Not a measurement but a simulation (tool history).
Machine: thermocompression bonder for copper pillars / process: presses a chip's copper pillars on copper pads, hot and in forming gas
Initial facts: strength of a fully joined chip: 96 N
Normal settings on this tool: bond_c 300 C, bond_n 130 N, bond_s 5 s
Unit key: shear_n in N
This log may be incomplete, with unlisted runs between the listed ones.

{"run": 1, "hour": 0.0, "bond_c": 300, "bond_n": 130, "bond_s": 5, "shear_n": 41.3}
{"run": 2, "hour": 9.7, "bond_c": 300, "bond_n": 130, "bond_s": 5, "shear_n": 41.3}
{"run": 3, "hour": 28.8, "bond_c": 300, "bond_n": 130, "bond_s": 5, "shear_n": 41.8}
{"run": 4, "hour": 50.6, "bond_c": 300, "bond_n": 130, "bond_s": 5, "shear_n": 41.6}
{"run": 5, "hour": 67.3, "bond_c": 327, "bond_n": 130, "bond_s": 5, "shear_n": 50.5}
{"hour": 73.5, "done": "forming gas filter changed"}
{"run": 6, "hour": 78.9, "bond_c": 300, "bond_n": 130, "bond_s": 5, "shear_n": 41}
{"run": 7, "hour": 90.8, "bond_c": 300, "bond_n": 130, "bond_s": 5, "shear_n": 42}
{"run": 8, "hour": 101.9, "bond_c": 300, "bond_n": 140, "bond_s": 5, "shear_n": 44.6}
{"run": 9, "hour": 116.7, "bond_c": 300, "bond_n": 140, "bond_s": 5, "shear_n": 44.4}
{"run": 10, "hour": 137.9, "bond_c": 300, "bond_n": 130, "bond_s": 5, "shear_n": 41.4}
{"run": 11, "hour": 153.4, "bond_c": 302, "bond_n": 130, "bond_s": 5, "shear_n": 42.6}
{"run": 12, "hour": 167.2, "bond_c": 300, "bond_n": 130, "bond_s": 5, "shear_n": 41.6}
{"run": 13, "hour": 187.3, "bond_c": 300, "bond_n": 130, "bond_s": 5, "shear_n": 41.6}
{"run": 14, "hour": 204.1, "bond_c": 327, "bond_n": 130, "bond_s": 5, "shear_n": 50.7}
{"run": 15, "hour": 221.4, "bond_c": 327, "bond_n": 130, "bond_s": 5, "shear_n": 49.9}
{"run": 16, "hour": 238.2, "bond_c": 327, "bond_n": 130, "bond_s": 5, "shear_n": 51}
{"run": 17, "hour": 248.8, "bond_c": 318, "bond_n": 134, "bond_s": 5, "shear_n": 49.4}
{"run": 18, "hour": 262.3, "bond_c": 297, "bond_n": 134, "bond_s": 3, "shear_n": 34}

What will run 19 give?
{"run": 19, "hour": 272.2, "bond_c": 297, "bond_n": 134, "bond_s": 3, "shear_n": "?"}

{"run 19": {"shear_n": 34.4}}
Were there no unlogged condition in the tool, this run, its random variation unchanged, would have produced shear_n 34.4 N.
